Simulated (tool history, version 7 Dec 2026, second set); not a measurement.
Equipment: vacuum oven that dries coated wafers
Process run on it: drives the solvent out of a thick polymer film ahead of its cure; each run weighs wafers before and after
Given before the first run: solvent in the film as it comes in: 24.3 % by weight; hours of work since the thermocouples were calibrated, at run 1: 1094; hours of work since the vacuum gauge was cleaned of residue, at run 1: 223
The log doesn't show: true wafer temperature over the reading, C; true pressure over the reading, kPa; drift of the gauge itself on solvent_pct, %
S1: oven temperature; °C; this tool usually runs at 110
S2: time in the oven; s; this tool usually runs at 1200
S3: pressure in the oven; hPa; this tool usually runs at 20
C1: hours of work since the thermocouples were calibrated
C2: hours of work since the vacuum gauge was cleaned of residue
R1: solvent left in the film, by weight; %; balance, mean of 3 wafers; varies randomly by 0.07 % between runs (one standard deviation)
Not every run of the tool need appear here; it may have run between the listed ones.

| run | day | S1 | S2 | S3 | C1 | C2 | R1 |
|---|---|---|---|---|---|---|---|
| 1 | 0 | 110 | 1200 | 20 | 1094 | 223 | 5.33 |
| 2 | 0.417 | 110 | 1200 | 20 | 1099 | 227 | 5.47 |
| 3 | 0.708 | 110 | 1200 | 20 | 1102 | 231 | 5.47 |
| 4 | 1.346 | 110 | 1200 | 20 | 1109 | 237 | 5.33 |
| 5 | 1.908 | 110 | 1200 | 20 | 1115 | 243 | 5.27 |
| 6 | 2.392 | 101 | 1200 | 20 | 1120 | 249 | 8.75 |
| 7 | 3.058 | 101 | 1200 | 20 | 1127 | 256 | 8.82 |
|  | 3.175 | vacuum gauge cleaned of residue and calibrated |
| 8 | 3.412 | 110 | 1200 | 20 | 1130 | 3 | 5.45 |
| 9 | 3.896 | 110 | 1440 | 20 | 1135 | 8 | 4.57 |
| 10 | 4.412 | 103 | 1200 | 20 | 1141 | 13 | 8.03 |
| 11 | 4.992 | 103 | 1200 | 20 | 1147 | 20 | 8.05 |
| 12 | 5.542 | 109 | 1200 | 20 | 1153 | 25 | 5.89 |
| 13 | 5.958 | 109 | 1200 | 20 | 1158 | 30 | 5.67 |
| 14 | 6.483 | 103 | 1200 | 20 | 1163 | 36 | 8 |
| 15 | 6.808 | 112 | 1200 | 20 | 1167 | 39 | 4.8 |
| 16 | 7.312 | 112 | 720 | 38.9 | 1172 | 45 | 9.42 |
|  | 7.508 | vacuum gauge cleaned of residue and calibrated, once more |
| 17 | 7.958 | 110 | 1200 | 20 | 1178 | 5 | 5.3 |
| 18 | 8.55 | 112 | 1680 | 58.8 | 1185 | 11 | 8.02 |
| 19 | 9.096 | 112 | 960 | 22.6 | 1191 | 17 | 6.04 |
| 20 | 9.754 | 103 | 600 | 22.6 | 1198 | 24 | 12.39 |
| 21 | 10.225 | 103 | 600 | 22.6 | 1203 | 29 | 12.45 |
| 22 | 10.604 | 103 | 600 | 22.6 | 1207 | 33 | 12.62 |
| 23 | 11.1 | 100 | 900 | 75.6 | 1212 | 39 | 17.51 |

Run 24 comes next. What will it give?
| 24 | 11.404 | 100 | 900 | 75.6 | 1216 | 42 | ? |

{"run 24": {"R1": 18.06}}
Were there no unlogged condition in the tool, this run, its random variation unchanged, would have produced R1 17.4 %.
